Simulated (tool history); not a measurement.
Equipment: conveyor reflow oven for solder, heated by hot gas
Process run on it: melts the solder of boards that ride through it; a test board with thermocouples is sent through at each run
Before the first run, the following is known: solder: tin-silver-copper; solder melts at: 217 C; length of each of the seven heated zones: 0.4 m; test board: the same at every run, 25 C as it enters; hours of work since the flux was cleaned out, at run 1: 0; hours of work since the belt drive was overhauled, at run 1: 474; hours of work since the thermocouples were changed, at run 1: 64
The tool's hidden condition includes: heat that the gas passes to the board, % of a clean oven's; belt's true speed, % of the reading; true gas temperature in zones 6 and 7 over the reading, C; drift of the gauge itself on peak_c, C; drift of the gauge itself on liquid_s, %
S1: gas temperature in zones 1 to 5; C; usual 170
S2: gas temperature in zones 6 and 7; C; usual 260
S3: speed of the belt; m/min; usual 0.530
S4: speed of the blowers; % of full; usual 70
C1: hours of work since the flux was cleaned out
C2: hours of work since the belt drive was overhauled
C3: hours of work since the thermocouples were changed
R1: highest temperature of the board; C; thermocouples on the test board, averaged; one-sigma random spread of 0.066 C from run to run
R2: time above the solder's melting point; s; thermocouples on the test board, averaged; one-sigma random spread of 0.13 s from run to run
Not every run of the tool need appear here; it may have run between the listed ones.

run   hour   S1   S2     S3  S4   C1   C2   C3      R1    R2
  1    0.0  170  260  0.530  70    0  474   64  248.45  65.1
  2   23.8  170  260  0.530  70   17  492   82  248.47  65.2
  3   40.7  170  260  0.548  70   30  504   94  247.50  61.6
  4   59.6  170  260  0.548  70   44  518  108  247.45  61.7
  5   82.5  170  249  0.530  70   60  535  125  238.43  54.5
  6  101.0  170  260  0.530  70   74  548  138  248.15  64.9
  7  115.4  170  260  0.530  70   85  559  149  248.12  65.0
  8  136.7  170  261  0.530  70  100  574  165  248.97  65.5
  9  156.1  170  261  0.530  70  114  589  179  248.90  65.6
 10  178.4  170  261  0.530  70  131  605  195  248.94  65.6
 11  200.8  170  261  0.530  70  147  621  212  248.72  65.6
 12  220.7  170  261  0.530  70  162  636  226  248.80  65.5
 13  243.3  170  261  0.530  70  178  653  243  248.67  65.2
     262.5  -- flux residue cleaned out of gas plates and filters
 14  271.6  170  261  0.530  70    7  670  260  249.10  66.1
 15  290.1  170  261  0.530  70   20  683  273  249.21  66.0
 16  308.0  167  266  0.480  90   33  696  286  257.61  81.1
 17  332.3  184  260  0.530  64   51  714  304  249.22  72.3
 18  347.1  160  260  0.530  60   62  725  315  245.04  57.7
 19  367.7  170  260  0.589  57   77  740  330  242.91  51.6
 20  384.2  170  258  0.589  51   89  752  342  239.98  48.3
 21  399.3  158  258  0.589  53  100  763  353  238.01  41.6
 22  422.3  167  275  0.578  61  117  780  370  256.74  64.0
 23  442.4  165  260  0.557  50  132  795  385  242.19  52.3
 24  454.7  171  260  0.530  70  141  804  394  247.98  65.4
 25  471.1  184  269  0.520  63  153  816  406  257.36  79.9
 26  482.8  184  269  0.520  63  161  824  414  257.26  79.9
 27  502.0  162  250  0.474  63  175  838  429  239.27  60.6
 28  515.1  168  265  0.522  61  185  848  438  250.96  67.4
     525.4  -- flux residue cleaned out of gas plates and filters
 29  542.9  168  265  0.522  61   13  865  455  251.45  68.3
 30  563.7  160  257  0.446  61   28  880  470  246.98  74.2

4 options for the next run, each taken on its own from the tool as it stands now. Forecast them:
  A  577.3  160  257  0.446  76  38  890  480   ?   ?
  B  577.3  174  260  0.446  61  38  890  480   ?   ?
  C  577.3  170  260  0.495  80  38  890  480   ?   ?
  D  577.3  157  265  0.439  61  38  890  480   ?   ?

run      R1    R2
  A  248.75  77.3
  B  251.23  84.9
  C  250.71  74.3
  D  254.59  81.8
Without the tool's hidden state the same runs would have given:
run      R1    R2
  A  249.32  76.3
  B  251.78  83.8
  C  251.26  73.3
  D  255.09  80.6
